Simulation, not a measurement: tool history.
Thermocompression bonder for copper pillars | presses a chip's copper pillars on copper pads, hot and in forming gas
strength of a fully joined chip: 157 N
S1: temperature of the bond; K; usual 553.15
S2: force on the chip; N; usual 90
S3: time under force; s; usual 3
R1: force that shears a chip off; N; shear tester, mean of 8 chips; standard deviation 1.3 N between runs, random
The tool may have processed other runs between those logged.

| run | day | S1 | S2 | S3 | R1 |
|---|---|---|---|---|---|
| 1 | 0.000 | 553.15 | 90 | 3 | 108.3 |
| 2 | 2.596 | 553.15 | 90 | 3 | 105.7 |
| 3 | 4.383 | 553.15 | 90 | 7 | 123.4 |
|  | 5.358 | force cell calibrated |
| 4 | 6.550 | 553.15 | 90 | 7 | 119.2 |
| 5 | 8.717 | 553.15 | 90 | 7 | 116.7 |
|  | 9.321 | forming gas filter changed |
| 6 | 9.979 | 553.15 | 96 | 7 | 130.7 |
| 7 | 12.829 | 553.15 | 96 | 7 | 127.1 |
|  | 14.942 | force cell calibrated, once more |
| 8 | 15.062 | 553.15 | 90 | 3 | 103.7 |
| 9 | 16.954 | 578.15 | 90 | 5 | 125.7 |
| 10 | 18.921 | 582.15 | 60 | 4 | 106.7 |
|  | 19.575 | forming gas filter changed |
| 11 | 21.021 | 567.15 | 109 | 2 | 115.6 |
| 12 | 22.504 | 567.15 | 109 | 2 | 111.1 |
| 13 | 24.862 | 532.15 | 90 | 3 | 86.9 |
| 14 | 26.221 | 541.15 | 77 | 2 | 73.9 |
| 15 | 28.558 | 541.15 | 77 | 2 | 72.1 |
|  | 29.908 | forming gas filter changed |
| 16 | 30.454 | 541.15 | 90 | 3 | 96.8 |

Consider 3 possible next runs. They are alternatives, not a sequence: every one starts from the tool as it was left by run 16. What does each give?
| A | 31.767 | 555.15 | 76 | 2 | ? |
| B | 31.767 | 558.15 | 128 | 2 | ? |
| C | 31.767 | 553.15 | 90 | 4 | ? |

| run | R1 |
|---|---|
| A | 86.8 |
| B | 112.2 |
| C | 111.9 |
What these runs would have given with no unlogged condition in the tool:
| run | R1 |
|---|---|
| A | 96.8 |
| B | 122.0 |
| C | 121.9 |

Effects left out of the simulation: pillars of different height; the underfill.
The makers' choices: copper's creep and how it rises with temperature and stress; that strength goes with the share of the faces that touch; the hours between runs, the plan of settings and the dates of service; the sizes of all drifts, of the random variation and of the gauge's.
